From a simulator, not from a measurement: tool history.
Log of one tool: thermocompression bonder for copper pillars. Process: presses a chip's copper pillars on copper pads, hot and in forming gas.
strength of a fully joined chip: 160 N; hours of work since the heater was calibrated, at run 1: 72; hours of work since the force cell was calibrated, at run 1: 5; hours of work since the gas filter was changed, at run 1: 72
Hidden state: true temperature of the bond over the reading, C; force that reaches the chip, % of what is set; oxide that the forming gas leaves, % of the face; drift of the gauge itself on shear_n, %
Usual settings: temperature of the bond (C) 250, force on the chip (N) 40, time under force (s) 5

run	day	temperature of the bond (C)	force on the chip (N)	time under force (s)	hours of work since the heater was calibrated	hours of work since the force cell was calibrated	hours of work since the gas filter was changed	force that shears a chip off (N)
1	0	250	40	5	72	5	72	95.3
2	1.117	250	40	14	86	18	86	124.6
3	2.917	250	40	14	107	40	107	125.1
4	3.892	250	40	14	119	51	119	125.2
5	5.638	250	40	5	140	72	140	97
6	6.867	250	40	5	154	87	154	96.7
7	7.888	250	40	5	167	99	167	96
8	9.875	250	40	5	190	123	190	96.5
9	11.038	250	40	5	204	137	204	95.3
10	12.675	250	40	5	224	157	224	96.2
11	13.696	250	40	5	236	169	236	96.1
12	15.579	253	25	3	259	191	259	61.2
13	17.596	250	30	14	283	215	283	108.7
# day 17.758: force cell calibrated
14	18.779	250	30	14	296	12	296	108.1
15	20.329	250	43	10	315	31	315	118
# day 21.654: forming gas filter changed
16	22.104	223	39	9	336	52	5	80.1
17	24.075	239	41	6	359	75	29	92.1
18	25.025	252	30	5	371	87	40	85.9
19	26.146	252	30	5	384	100	54	87.1
20	27.562	252	30	5	401	117	71	87.1
21	29.092	252	30	5	419	135	89	87.3

3 ways to go on from here, each from the tool as it stands after run 21. What would each give?
# day 30: force cell calibrated, once more
A	30.817	272	51	9	439	10	109	?
# day 30: force cell calibrated, once more
B	30.817	229	45	5	439	10	109	?
# day 30: force cell calibrated, once more
C	30.817	253	30	5	439	10	109	?

run	force that shears a chip off (N)
A	147
B	82.5
C	89.3
Without the tool's hidden state the same runs would have given:
run	force that shears a chip off (N)
A	145
B	74.3
C	81.9
